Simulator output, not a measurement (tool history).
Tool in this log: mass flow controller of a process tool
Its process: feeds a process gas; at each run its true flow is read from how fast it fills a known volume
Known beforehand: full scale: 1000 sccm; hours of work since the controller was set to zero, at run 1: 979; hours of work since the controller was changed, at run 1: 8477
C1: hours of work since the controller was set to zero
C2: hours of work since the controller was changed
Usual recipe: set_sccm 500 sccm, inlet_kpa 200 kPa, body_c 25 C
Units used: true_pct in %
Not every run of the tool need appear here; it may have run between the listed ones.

Run 1, day 0: usual settings; C1 979; C2 8477. Result: true_pct 98.96 %.
Run 2, day 16.138: usual settings but set_sccm 207 sccm; C1 1165; C2 8664. Result: true_pct 98.54 %.
Run 3, day 32.342: usual settings but set_sccm 207 sccm, inlet_kpa 164 kPa; C1 1353; C2 8851. Result: true_pct 98.46 %.
Run 4, day 42.975: usual settings; C1 1476; C2 8974. Result: true_pct 99.02 %.
Run 5, day 53.629: usual settings but set_sccm 267 sccm; C1 1599; C2 9098. Result: true_pct 98.32 %.
Run 6, day 63.708: usual settings but set_sccm 267 sccm; C1 1716; C2 9214. Result: true_pct 98.52 %.
Run 7, day 73.625: usual settings; C1 1831; C2 9329. Result: true_pct 98.76 %.
Run 8, day 83.738: usual settings; C1 1948; C2 9446. Result: true_pct 98.87 %.
Run 9, day 99.467: usual settings; C1 2130; C2 9628. Result: true_pct 98.61 %.
Run 10, day 110.1: usual settings but set_sccm 175 sccm; C1 2253; C2 9751. Result: true_pct 98.1 %.
Run 11, day 124.454: usual settings but set_sccm 175 sccm; C1 2419; C2 9917. Result: true_pct 97.93 %.
Run 12, day 137.642: usual settings but set_sccm 175 sccm; C1 2572; C2 10070. Result: true_pct 98.1 %.
Run 13, day 148.008: usual settings but set_sccm 175 sccm; C1 2692; C2 10190. Result: true_pct 97.94 %.
Run 14, day 157.142: usual settings but set_sccm 377 sccm, inlet_kpa 179 kPa, body_c 30 C; C1 2797; C2 10296. Result: true_pct 98.13 %.
Run 15, day 174.479: usual settings but set_sccm 377 sccm, inlet_kpa 228 kPa, body_c 37 C; C1 2998; C2 10496. Result: true_pct 97.86 %.

Branching from run 15: 4 alternative next runs. What would each branch give?
Run A, day 186.462: usual settings but set_sccm 172 sccm, inlet_kpa 213 kPa, body_c 39 C; C1 3137; C2 10635. Result: true_pct ?.
Run B, day 186.462: usual settings but set_sccm 377 sccm, inlet_kpa 271 kPa, body_c 37 C; C1 3137; C2 10635. Result: true_pct ?.
Run C, day 186.462: usual settings but set_sccm 166 sccm, inlet_kpa 151 kPa, body_c 22 C; C1 3137; C2 10635. Result: true_pct ?.
Run D, day 186.462: usual settings but set_sccm 504 sccm, inlet_kpa 174 kPa, body_c 35 C; C1 3137; C2 10635. Result: true_pct ?.

run  true_pct
  A     97.44
  B     97.75
  C     98.01
  D     98.09
With no hidden state in the tool, these same runs would have given:
run  true_pct
  A     97.99
  B      98.3
  C     98.57
  D     98.63
